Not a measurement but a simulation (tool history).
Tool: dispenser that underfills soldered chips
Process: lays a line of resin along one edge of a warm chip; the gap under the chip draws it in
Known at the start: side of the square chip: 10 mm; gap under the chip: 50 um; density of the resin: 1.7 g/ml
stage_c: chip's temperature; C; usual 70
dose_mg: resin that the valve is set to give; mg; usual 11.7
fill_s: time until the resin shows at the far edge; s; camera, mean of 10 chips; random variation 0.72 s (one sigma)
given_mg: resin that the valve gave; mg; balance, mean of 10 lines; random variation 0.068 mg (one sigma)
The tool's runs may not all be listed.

run,hour,stage_c,dose_mg,fill_s,given_mg
1,0.0,70,11.7,124.8,11.06
2,8.9,70,11.7,105.8,11.17
3,16.1,70,11.7,78.3,10.99
4,24.8,70,11.7,65.5,10.91
5,31.1,70,12.9,94.1,11.95
6,38.9,70,12.9,76.1,12.05
7,43.0,70,12.9,99.4,11.86
8,47.2,85,10.3,42.8,9.54
9,51.7,85,10.3,58.1,9.42
10,56.7,78,10.4,93.9,9.52
11,61.2,63,11.8,92.5,10.79
12,67.3,58,11.0,162.2,9.86
13,74.0,61,13.7,101.5,12.42

Taken out of this log: 7 entries between the listed runs. Where each belongs, and how the hidden state differs across it:
Between runs 1 and 2: new syringe of resin (hour 0.9)
  resin's viscosity, % of fresh resin's: 188.2 -> 160.7; dose that the valve gives, % of what is set: 94.97 -> 94.46; true chip temperature over the reading, C: 0.73 -> 0.77
  measured less the result without the state, fill_s: +57.8 -> +39.5 s; given_mg: -0.59 -> -0.65 mg
Between runs 2 and 3: new syringe of resin (hour 12.9)
  resin's viscosity, % of fresh resin's: 160.7 -> 121.3; dose that the valve gives, % of what is set: 94.46 -> 94.03; true chip temperature over the reading, C: 0.77 -> 0.79
  measured less the result without the state, fill_s: +39.5 -> +13.2 s; given_mg: -0.65 -> -0.69 mg
Between runs 3 and 4: new syringe of resin (hour 24.4)
  resin's viscosity, % of fresh resin's: 121.3 -> 101.2; dose that the valve gives, % of what is set: 94.03 -> 93.46; true chip temperature over the reading, C: 0.79 -> 0.82
  measured less the result without the state, fill_s: +13.2 -> +0.4 s; given_mg: -0.69 -> -0.76 mg
Between runs 5 and 6: new syringe of resin (hour 35.9)
  resin's viscosity, % of fresh resin's: 147.3 -> 120.5; dose that the valve gives, % of what is set: 93.08 -> 92.56; true chip temperature over the reading, C: 0.85 -> 0.88
  measured less the result without the state, fill_s: +29.2 -> +12.2 s; given_mg: -0.89 -> -0.97 mg
Between runs 7 and 8: new syringe of resin (hour 47.2)
  resin's viscosity, % of fresh resin's: 153.8 -> 98.4; dose that the valve gives, % of what is set: 92.3 -> 92.06; true chip temperature over the reading, C: 0.89 -> 0.91
  measured less the result without the state, fill_s: +33.9 -> -0.2 s; given_mg: -1.00 -> -0.82 mg
Between runs 10 and 11: new syringe of resin (hour 58.8)
  resin's viscosity, % of fresh resin's: 172.7 -> 114; dose that the valve gives, % of what is set: 91.48 -> 91.23; true chip temperature over the reading, C: 0.95 -> 0.96
  measured less the result without the state, fill_s: +39.9 -> +10.9 s; given_mg: -0.89 -> -1.03 mg
Between runs 12 and 13: new syringe of resin (hour 70.6)
  resin's viscosity, % of fresh resin's: 163.9 -> 120.7; dose that the valve gives, % of what is set: 90.85 -> 90.46; true chip temperature over the reading, C: 0.99 -> 1.01
  measured less the result without the state, fill_s: +63.5 -> +15.8 s; given_mg: -1.00 -> -1.31 mg

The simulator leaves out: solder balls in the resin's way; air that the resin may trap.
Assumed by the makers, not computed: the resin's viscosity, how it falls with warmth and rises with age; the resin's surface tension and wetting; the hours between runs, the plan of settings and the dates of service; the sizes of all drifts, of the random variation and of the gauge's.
